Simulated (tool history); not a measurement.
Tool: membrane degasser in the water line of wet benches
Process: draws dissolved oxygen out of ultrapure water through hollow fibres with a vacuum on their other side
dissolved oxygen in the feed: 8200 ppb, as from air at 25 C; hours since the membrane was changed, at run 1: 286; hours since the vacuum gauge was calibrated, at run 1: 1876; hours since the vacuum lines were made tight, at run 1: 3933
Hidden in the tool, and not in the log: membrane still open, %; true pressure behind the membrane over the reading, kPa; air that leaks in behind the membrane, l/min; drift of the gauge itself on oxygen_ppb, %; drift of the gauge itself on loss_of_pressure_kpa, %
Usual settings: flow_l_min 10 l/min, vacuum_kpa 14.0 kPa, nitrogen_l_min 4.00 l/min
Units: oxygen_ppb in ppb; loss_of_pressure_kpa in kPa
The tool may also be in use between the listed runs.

run,hour,flow_l_min,vacuum_kpa,nitrogen_l_min,hours since the membrane was changed,hours since the vacuum gauge was calibrated,hours since the vacuum lines were made tight,oxygen_ppb,loss_of_pressure_kpa
1,0.0,10,14.0,4.00,286,1876,3933,80.7,60.61
2,236.2,10,14.0,4.00,522,2112,4169,81.1,60.47
3,433.0,10,9.4,4.00,719,2309,4366,50.9,60.76
# hour 701.0: seals of the vacuum lines changed
4,774.5,10,9.4,4.00,1058,2649,73,49.4,60.90
5,1020.2,10,9.4,4.97,1304,2894,319,41.4,61.45
6,1290.8,10,17.3,4.00,1575,3165,590,99.5,61.54
7,1451.2,10,17.3,4.00,1735,3325,750,98.8,61.26
8,1756.8,10,17.3,4.00,2041,3631,1056,100.1,61.76
9,1949.6,10,17.3,4.00,2233,3824,1249,100.1,62.00
10,2267.8,10,17.3,4.00,2552,4142,1567,100.3,62.81
11,2636.6,10,17.3,4.00,2920,4511,1936,100.8,62.46
12,2899.7,10,14.0,4.00,3184,4774,2199,82.3,62.56
13,3182.2,10,14.0,4.00,3466,5056,2481,83.7,62.93
14,3451.9,10,14.0,4.00,3736,5326,2751,83.3,63.33
15,3785.3,10,14.0,4.00,4069,5659,3084,83.7,64.00
16,4128.3,10,14.0,4.00,4412,6002,3427,84.7,63.68
17,4435.2,13,9.8,4.00,4719,6309,3734,83.7,83.32
# hour 4597.2: vacuum gauge calibrated
18,4719.4,13,9.8,4.00,5003,122,4018,84.8,84.09
19,5009.5,10,14.0,4.32,5293,412,4308,79.6,64.89
20,5190.6,10,14.0,4.32,5474,593,4489,81.0,64.61
# hour 5341.1: seals of the vacuum lines changed
21,5429.4,10,12.7,2.02,5711,830,88,128.6,65.27
22,5661.2,14,15.9,10.75,5943,1062,320,79.6,90.99
23,5858.9,12,14.0,1.69,6140,1260,518,206.8,78.65
24,6082.6,9,30.8,4.89,6364,1483,741,137.6,59.08
25,6392.5,10,14.0,2.75,6674,1793,1051,116.0,66.29
26,6721.0,6,14.0,8.48,7002,2122,1380,23.0,40.00
27,6922.0,9,10.6,7.98,7203,2323,1581,34.3,60.35
28,7283.2,9,14.0,4.00,7565,2684,1942,75.2,60.46
29,7478.2,9,14.0,4.00,7760,2879,2137,77.3,60.34
30,7758.3,14,9.7,10.03,8040,3159,2417,67.3,94.45
# hour 7876.0: membrane cartridge changed
31,7916.8,14,24.7,10.03,41,3314,2572,101.2,84.31

4 ways to go on from here, each from the tool as it stands after run 31. What would each give?
A,8069.7,8,18.3,2.94,194,3467,2725,?,?
B,8069.7,11,27.1,7.64,194,3467,2725,?,?
C,8069.7,14,12.9,10.03,194,3467,2725,?,?
D,8069.7,14,18.4,5.70,194,3467,2725,?,?

run,oxygen_ppb,loss_of_pressure_kpa
A,113.5,48.31
B,101.4,66.35
C,59.8,84.19
D,118.6,84.16
Without the tool's hidden state the same runs would have given:
run,oxygen_ppb,loss_of_pressure_kpa
A,106.4,48.19
B,96.8,66.18
C,57.7,83.97
D,114.3,83.94
